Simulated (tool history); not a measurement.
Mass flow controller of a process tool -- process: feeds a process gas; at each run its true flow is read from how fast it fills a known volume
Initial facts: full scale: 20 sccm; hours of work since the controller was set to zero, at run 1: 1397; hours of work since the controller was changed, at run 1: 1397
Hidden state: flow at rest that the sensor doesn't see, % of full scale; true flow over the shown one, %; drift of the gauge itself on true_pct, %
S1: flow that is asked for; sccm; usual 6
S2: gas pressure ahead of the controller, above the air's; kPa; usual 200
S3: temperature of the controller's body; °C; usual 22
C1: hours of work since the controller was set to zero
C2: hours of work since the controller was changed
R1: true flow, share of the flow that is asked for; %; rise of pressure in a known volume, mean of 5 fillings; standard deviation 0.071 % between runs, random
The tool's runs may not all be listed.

run 1 hour=0.0 | S1=6 S2=200 S3=22 | C1=1397 C2=1397 | R1=100.05
run 2 hour=38.8 | S1=6 S2=200 S3=22 | C1=1414 C2=1414 | R1=100.08
run 3 hour=98.5 | S1=6 S2=200 S3=22 | C1=1442 C2=1442 | R1=100.12
run 4 hour=142.3 | S1=6 S2=200 S3=22 | C1=1462 C2=1462 | R1=100.24
run 5 hour=209.6 | S1=6 S2=200 S3=22 | C1=1492 C2=1492 | R1=100.00
run 6 hour=251.9 | S1=12 S2=200 S3=22 | C1=1512 C2=1512 | R1=100.50
run 7 hour=315.3 | S1=12 S2=200 S3=22 | C1=1541 C2=1541 | R1=100.48
run 8 hour=362.5 | S1=12 S2=200 S3=22 | C1=1562 C2=1562 | R1=100.51
run 9 hour=423.1 | S1=6 S2=271 S3=22 | C1=1590 C2=1590 | R1=100.48
run 10 hour=470.5 | S1=6 S2=271 S3=22 | C1=1611 C2=1611 | R1=100.47
run 11 hour=510.3 | S1=3 S2=173 S3=22 | C1=1630 C2=1630 | R1=99.44
run 12 hour=567.9 | S1=10 S2=141 S3=26 | C1=1656 C2=1656 | R1=99.88
run 13 hour=626.4 | S1=10 S2=141 S3=26 | C1=1683 C2=1683 | R1=100.03
run 14 hour=660.1 | S1=5 S2=141 S3=26 | C1=1698 C2=1698 | R1=99.51
run 15 hour=708.5 | S1=5 S2=141 S3=26 | C1=1720 C2=1720 | R1=99.45
run 16 hour=763.0 | S1=8 S2=199 S3=22 | C1=1745 C2=1745 | R1=100.35
run 17 hour=812.9 | S1=6 S2=200 S3=31 | C1=1768 C2=1768 | R1=99.48
run 18 hour=884.3 | S1=6 S2=200 S3=22 | C1=1801 C2=1801 | R1=100.24
run 19 hour=955.5 | S1=3 S2=200 S3=22 | C1=1833 C2=1833 | R1=99.53
run 20 hour=993.7 | S1=3 S2=200 S3=20 | C1=1850 C2=1850 | R1=99.64

Measured less the same run without the tool's hidden state. The same run-to-run variation is in both; the gauge's scatter may not be:
run=1 R1=+0.15
run=2 R1=+0.16
run=3 R1=+0.16
run=4 R1=+0.16
run=5 R1=+0.17
run=6 R1=+0.42
run=7 R1=+0.42
run=8 R1=+0.43
run=9 R1=+0.18
run=10 R1=+0.18
run=11 R1=-0.35
run=12 R1=+0.39
run=13 R1=+0.41
run=14 R1=+0.09
run=15 R1=+0.09
run=16 R1=+0.34
run=17 R1=+0.21
run=18 R1=+0.21
run=19 R1=-0.37
run=20 R1=-0.37
